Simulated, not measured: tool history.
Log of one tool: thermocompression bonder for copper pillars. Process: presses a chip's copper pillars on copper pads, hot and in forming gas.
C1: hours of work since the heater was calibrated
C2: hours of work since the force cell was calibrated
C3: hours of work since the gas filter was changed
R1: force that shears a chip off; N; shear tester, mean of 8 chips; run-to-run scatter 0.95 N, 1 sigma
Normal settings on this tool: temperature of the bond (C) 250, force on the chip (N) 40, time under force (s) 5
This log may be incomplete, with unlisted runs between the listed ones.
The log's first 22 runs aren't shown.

{"run": 23, "hour": 1081.1, "temperature of the bond (C)": 224, "force on the chip (N)": 26, "time under force (s)": 4, "C1": 801, "C2": 73, "C3": 33, "R1": 39.0}
{"run": 24, "hour": 1147.4, "temperature of the bond (C)": 250, "force on the chip (N)": 39, "time under force (s)": 8, "C1": 828, "C2": 100, "C3": 59, "R1": 102.8}
{"hour": 1199.7, "done": "force cell calibrated, once more"}
{"run": 25, "hour": 1205.1, "temperature of the bond (C)": 250, "force on the chip (N)": 39, "time under force (s)": 8, "C1": 850, "C2": 2, "C3": 82, "R1": 97.0}
{"run": 26, "hour": 1238.5, "temperature of the bond (C)": 250, "force on the chip (N)": 39, "time under force (s)": 3, "C1": 864, "C2": 16, "C3": 95, "R1": 72.3}
{"run": 27, "hour": 1299.7, "temperature of the bond (C)": 250, "force on the chip (N)": 39, "time under force (s)": 3, "C1": 888, "C2": 40, "C3": 120, "R1": 72.4}
{"run": 28, "hour": 1349.1, "temperature of the bond (C)": 271, "force on the chip (N)": 40, "time under force (s)": 15, "C1": 908, "C2": 60, "C3": 140, "R1": 127.5}
{"run": 29, "hour": 1403.9, "temperature of the bond (C)": 250, "force on the chip (N)": 30, "time under force (s)": 3, "C1": 930, "C2": 82, "C3": 162, "R1": 57.8}
{"run": 30, "hour": 1435.0, "temperature of the bond (C)": 275, "force on the chip (N)": 32, "time under force (s)": 5, "C1": 943, "C2": 95, "C3": 174, "R1": 96.4}
{"run": 31, "hour": 1483.7, "temperature of the bond (C)": 250, "force on the chip (N)": 52, "time under force (s)": 3, "C1": 962, "C2": 114, "C3": 194, "R1": 88.8}
{"run": 32, "hour": 1525.3, "temperature of the bond (C)": 227, "force on the chip (N)": 52, "time under force (s)": 3, "C1": 979, "C2": 131, "C3": 211, "R1": 64.0}
{"run": 33, "hour": 1593.1, "temperature of the bond (C)": 227, "force on the chip (N)": 52, "time under force (s)": 3, "C1": 1006, "C2": 158, "C3": 238, "R1": 63.3}
{"run": 34, "hour": 1664.6, "temperature of the bond (C)": 232, "force on the chip (N)": 40, "time under force (s)": 7, "C1": 1035, "C2": 187, "C3": 267, "R1": 74.9}
{"run": 35, "hour": 1695.8, "temperature of the bond (C)": 252, "force on the chip (N)": 31, "time under force (s)": 9, "C1": 1048, "C2": 200, "C3": 279, "R1": 86.5}
{"run": 36, "hour": 1743.0, "temperature of the bond (C)": 250, "force on the chip (N)": 40, "time under force (s)": 5, "C1": 1067, "C2": 219, "C3": 298, "R1": 85.6}
{"run": 37, "hour": 1794.3, "temperature of the bond (C)": 250, "force on the chip (N)": 26, "time under force (s)": 5, "C1": 1087, "C2": 239, "C3": 319, "R1": 62.4}
{"run": 38, "hour": 1827.9, "temperature of the bond (C)": 250, "force on the chip (N)": 26, "time under force (s)": 5, "C1": 1101, "C2": 253, "C3": 332, "R1": 60.1}
{"run": 39, "hour": 1869.2, "temperature of the bond (C)": 232, "force on the chip (N)": 55, "time under force (s)": 5, "C1": 1117, "C2": 269, "C3": 349, "R1": 83.1}
{"run": 40, "hour": 1909.8, "temperature of the bond (C)": 232, "force on the chip (N)": 55, "time under force (s)": 5, "C1": 1134, "C2": 286, "C3": 365, "R1": 83.1}

Alternative continuations, all from the tool just after run 40; predict every row:
{"run": "A", "hour": 1940.6, "temperature of the bond (C)": 260, "force on the chip (N)": 49, "time under force (s)": 3, "C1": 1146, "C2": 298, "C3": 378, "R1": "?"}
{"run": "B", "hour": 1940.6, "temperature of the bond (C)": 250, "force on the chip (N)": 42, "time under force (s)": 5, "C1": 1146, "C2": 298, "C3": 378, "R1": "?"}
{"run": "C", "hour": 1940.6, "temperature of the bond (C)": 223, "force on the chip (N)": 55, "time under force (s)": 3, "C1": 1146, "C2": 298, "C3": 378, "R1": "?"}
{"run": "D", "hour": 1940.6, "temperature of the bond (C)": 226, "force on the chip (N)": 40, "time under force (s)": 5, "C1": 1146, "C2": 298, "C3": 378, "R1": "?"}

run=A R1=92.9
run=B R1=87.2
run=C R1=61.8
run=D R1=61.5
With no hidden state in the tool, these same runs would have given:
run=A R1=90.5
run=B R1=83.6
run=C R1=55.9
run=D R1=55.7
